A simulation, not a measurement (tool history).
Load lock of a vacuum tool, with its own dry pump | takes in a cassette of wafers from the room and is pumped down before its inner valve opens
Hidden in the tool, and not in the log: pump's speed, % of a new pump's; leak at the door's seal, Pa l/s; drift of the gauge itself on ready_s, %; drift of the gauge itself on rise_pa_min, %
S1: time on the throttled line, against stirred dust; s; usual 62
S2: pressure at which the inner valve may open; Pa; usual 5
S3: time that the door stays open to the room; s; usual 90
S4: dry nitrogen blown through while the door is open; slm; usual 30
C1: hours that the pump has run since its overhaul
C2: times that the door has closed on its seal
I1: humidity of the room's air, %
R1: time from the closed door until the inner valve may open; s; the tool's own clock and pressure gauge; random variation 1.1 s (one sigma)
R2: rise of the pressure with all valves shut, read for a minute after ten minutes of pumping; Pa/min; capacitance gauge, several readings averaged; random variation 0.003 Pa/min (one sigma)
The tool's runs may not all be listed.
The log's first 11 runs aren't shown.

run 12 hour=3239.1 | S1=86 S2=5 S3=90 S4=30 | C1=4780 C2=19160 | I1=46.7 | R1=203 R2=0.567
run 13 hour=3435.5 | S1=62 S2=5 S3=90 S4=30 | C1=4977 C2=19594 | I1=46.2 | R1=189.9 R2=0.581
run 14 hour=3744 | S1=62 S2=5 S3=90 S4=30 | C1=5285 C2=20275 | I1=42.7 | R1=193.3 R2=0.624
run 15 hour=3938.3 | S1=62 S2=5 S3=90 S4=30 | C1=5479 C2=20704 | I1=44.9 | R1=195.9 R2=0.632
run 16 hour=4172.7 | S1=62 S2=5 S3=90 S4=30 | C1=5714 C2=21222 | I1=45.3 | R1=194.2 R2=0.662
-- hour=4344.9 door's seal changed, seat wiped
run 17 hour=4344.9 | S1=50 S2=5 S3=90 S4=30 | C1=5884 C2=0 | I1=41.9 | R1=187.5 R2=0.016
run 18 hour=4735.9 | S1=50 S2=5 S3=90 S4=30 | C1=6275 C2=864 | I1=46.1 | R1=187.6 R2=0.03
run 19 hour=4934 | S1=62 S2=9 S3=42 S4=30 | C1=6474 C2=1301 | I1=46 | R1=187.7 R2=0.03
run 20 hour=5252.2 | S1=62 S2=9 S3=42 S4=30 | C1=6792 C2=2004 | I1=44.1 | R1=189.4 R2=0.034
run 21 hour=5594.9 | S1=62 S2=9 S3=72 S4=30 | C1=7134 C2=2760 | I1=43.3 | R1=192.4 R2=0.049
run 22 hour=5792 | S1=79 S2=9 S3=31 S4=33 | C1=7332 C2=3195 | I1=46.6 | R1=202.3 R2=0.047
run 23 hour=6104.9 | S1=56 S2=9 S3=33 S4=13 | C1=7644 C2=3886 | I1=46.2 | R1=187.4 R2=0.061
run 24 hour=6353 | S1=76 S2=5 S3=33 S4=8 | C1=7893 C2=4434 | I1=43.8 | R1=211.6 R2=0.088
run 25 hour=6663.9 | S1=76 S2=8 S3=33 S4=19 | C1=8203 C2=5121 | I1=43.6 | R1=204.2 R2=0.091
run 26 hour=6947.7 | S1=76 S2=8 S3=58 S4=13 | C1=8487 C2=5747 | I1=40.4 | R1=208.7 R2=0.11
run 27 hour=7163.6 | S1=62 S2=5 S3=67 S4=30 | C1=8703 C2=6224 | I1=44 | R1=206.2 R2=0.119
run 28 hour=7529.4 | S1=62 S2=5 S3=67 S4=30 | C1=9069 C2=7031 | I1=46.6 | R1=210.1 R2=0.125
run 29 hour=7883.6 | S1=62 S2=5 S3=67 S4=30 | C1=9423 C2=7813 | I1=41.2 | R1=208.2 R2=0.145
run 30 hour=8122.3 | S1=62 S2=5 S3=67 S4=30 | C1=9662 C2=8341 | I1=47.4 | R1=212.5 R2=0.156
run 31 hour=8461.5 | S1=35 S2=9 S3=163 S4=30 | C1=10001 C2=9089 | I1=41.3 | R1=187.2 R2=0.194
run 32 hour=8672.9 | S1=62 S2=5 S3=39 S4=17 | C1=10212 C2=9556 | I1=44.1 | R1=215.9 R2=0.191
-- hour=8738.3 dry pump taken out, an overhauled one fitted
run 33 hour=9084.6 | S1=39 S2=7 S3=193 S4=8 | C1=346 C2=10452 | I1=46.3 | R1=153.1 R2=0.257
run 34 hour=9489 | S1=39 S2=7 S3=39 S4=8 | C1=751 C2=11345 | I1=47.7 | R1=154.4 R2=0.251
run 35 hour=9889.9 | S1=62 S2=5 S3=26 S4=25 | C1=1152 C2=12230 | I1=48.5 | R1=176.2 R2=0.277
run 36 hour=10199.1 | S1=58 S2=5 S3=90 S4=10 | C1=1461 C2=12913 | I1=43.5 | R1=174.9 R2=0.32

5 ways to go on from here, each from the tool as it stands after run 36. What would each give?
run A hour=10531.3 | S1=62 S2=10 S3=119 S4=30 | C1=1793 C2=13646 | I1=44.5 | R1=? R2=?
run B hour=10531.3 | S1=53 S2=7 S3=90 S4=8 | C1=1793 C2=13646 | I1=45.5 | R1=? R2=?
run C hour=10531.3 | S1=62 S2=5 S3=90 S4=13 | C1=1793 C2=13646 | I1=47.4 | R1=? R2=?
run D hour=10531.3 | S1=85 S2=5 S3=90 S4=9 | C1=1793 C2=13646 | I1=47.8 | R1=? R2=?
run E hour=10531.3 | S1=62 S2=5 S3=229 S4=28 | C1=1793 C2=13646 | I1=47.1 | R1=? R2=?

run=A R1=168.8 R2=0.33
run=B R1=168.2 R2=0.346
run=C R1=178.6 R2=0.329
run=D R1=193.4 R2=0.344
run=E R1=179 R2=0.339
Without the tool's hidden state the same runs would have given:
run=A R1=165.6 R2=0.026
run=B R1=164.4 R2=0.039
run=C R1=174.8 R2=0.028
run=D R1=189.8 R2=0.038
run=E R1=175.2 R2=0.034
